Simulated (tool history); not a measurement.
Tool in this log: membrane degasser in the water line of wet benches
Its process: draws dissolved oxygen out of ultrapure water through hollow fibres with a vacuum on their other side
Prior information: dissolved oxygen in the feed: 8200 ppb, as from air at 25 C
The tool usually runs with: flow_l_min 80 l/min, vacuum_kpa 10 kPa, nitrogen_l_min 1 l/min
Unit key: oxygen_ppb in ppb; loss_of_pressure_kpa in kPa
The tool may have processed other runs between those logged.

{"run": 1, "day": 0.0, "flow_l_min": 80, "vacuum_kpa": 10, "nitrogen_l_min": 1, "oxygen_ppb": 896.2, "loss_of_pressure_kpa": 46.77}
{"run": 2, "day": 3.629, "flow_l_min": 80, "vacuum_kpa": 10, "nitrogen_l_min": 1, "oxygen_ppb": 896.6, "loss_of_pressure_kpa": 47.1}
{"run": 3, "day": 6.154, "flow_l_min": 80, "vacuum_kpa": 10, "nitrogen_l_min": 1, "oxygen_ppb": 892.3, "loss_of_pressure_kpa": 46.92}
{"run": 4, "day": 8.258, "flow_l_min": 80, "vacuum_kpa": 11.5, "nitrogen_l_min": 1, "oxygen_ppb": 1063.7, "loss_of_pressure_kpa": 46.99}
{"run": 5, "day": 10.967, "flow_l_min": 72, "vacuum_kpa": 11.5, "nitrogen_l_min": 1, "oxygen_ppb": 993.4, "loss_of_pressure_kpa": 42.35}
{"run": 6, "day": 13.288, "flow_l_min": 72, "vacuum_kpa": 11.5, "nitrogen_l_min": 1, "oxygen_ppb": 986.1, "loss_of_pressure_kpa": 42.41}
{"run": 7, "day": 16.046, "flow_l_min": 80, "vacuum_kpa": 10, "nitrogen_l_min": 1, "oxygen_ppb": 896.7, "loss_of_pressure_kpa": 47.04}
{"run": 8, "day": 19.538, "flow_l_min": 80, "vacuum_kpa": 10, "nitrogen_l_min": 1, "oxygen_ppb": 900, "loss_of_pressure_kpa": 47.07}
{"run": 9, "day": 22.771, "flow_l_min": 80, "vacuum_kpa": 10, "nitrogen_l_min": 0.82, "oxygen_ppb": 1010.4, "loss_of_pressure_kpa": 47.35}
{"run": 10, "day": 27.054, "flow_l_min": 51, "vacuum_kpa": 8.4, "nitrogen_l_min": 1.13, "oxygen_ppb": 465.8, "loss_of_pressure_kpa": 29.95}
{"run": 11, "day": 29.712, "flow_l_min": 67, "vacuum_kpa": 8.4, "nitrogen_l_min": 1.13, "oxygen_ppb": 574.5, "loss_of_pressure_kpa": 39.47}
{"run": 12, "day": 32.212, "flow_l_min": 67, "vacuum_kpa": 7.5, "nitrogen_l_min": 1.13, "oxygen_ppb": 483.9, "loss_of_pressure_kpa": 39.34}
{"run": 13, "day": 34.2, "flow_l_min": 67, "vacuum_kpa": 7.5, "nitrogen_l_min": 1.13, "oxygen_ppb": 488.1, "loss_of_pressure_kpa": 39.64}
{"run": 14, "day": 38.008, "flow_l_min": 89, "vacuum_kpa": 7.5, "nitrogen_l_min": 1.13, "oxygen_ppb": 618.1, "loss_of_pressure_kpa": 52.89}
{"run": 15, "day": 40.888, "flow_l_min": 60, "vacuum_kpa": 15.1, "nitrogen_l_min": 0.46, "oxygen_ppb": 1875.3, "loss_of_pressure_kpa": 35.84}

Consider 4 possible next runs. They are alternatives, not a sequence: every one starts from the tool as it was left by run 15. What does each give?
{"run": "A", "day": 44.729, "flow_l_min": 60, "vacuum_kpa": 15.1, "nitrogen_l_min": 0.64, "oxygen_ppb": "?", "loss_of_pressure_kpa": "?"}
{"run": "B", "day": 44.729, "flow_l_min": 80, "vacuum_kpa": 20.9, "nitrogen_l_min": 1, "oxygen_ppb": "?", "loss_of_pressure_kpa": "?"}
{"run": "C", "day": 44.729, "flow_l_min": 56, "vacuum_kpa": 7.2, "nitrogen_l_min": 1.22, "oxygen_ppb": "?", "loss_of_pressure_kpa": "?"}
{"run": "D", "day": 44.729, "flow_l_min": 96, "vacuum_kpa": 10.5, "nitrogen_l_min": 0.75, "oxygen_ppb": "?", "loss_of_pressure_kpa": "?"}

run=A oxygen_ppb=1564.3 loss_of_pressure_kpa=35.75
run=B oxygen_ppb=1992.3 loss_of_pressure_kpa=47.26
run=C oxygen_ppb=378.3 loss_of_pressure_kpa=33.17
run=D oxygen_ppb=1272.9 loss_of_pressure_kpa=56.81
With no hidden state in the tool, these same runs would have given:
run=A oxygen_ppb=1534.8 loss_of_pressure_kpa=35
run=B oxygen_ppb=1965.4 loss_of_pressure_kpa=46.26
run=C oxygen_ppb=351.2 loss_of_pressure_kpa=32.47
run=D oxygen_ppb=1227.5 loss_of_pressure_kpa=55.61
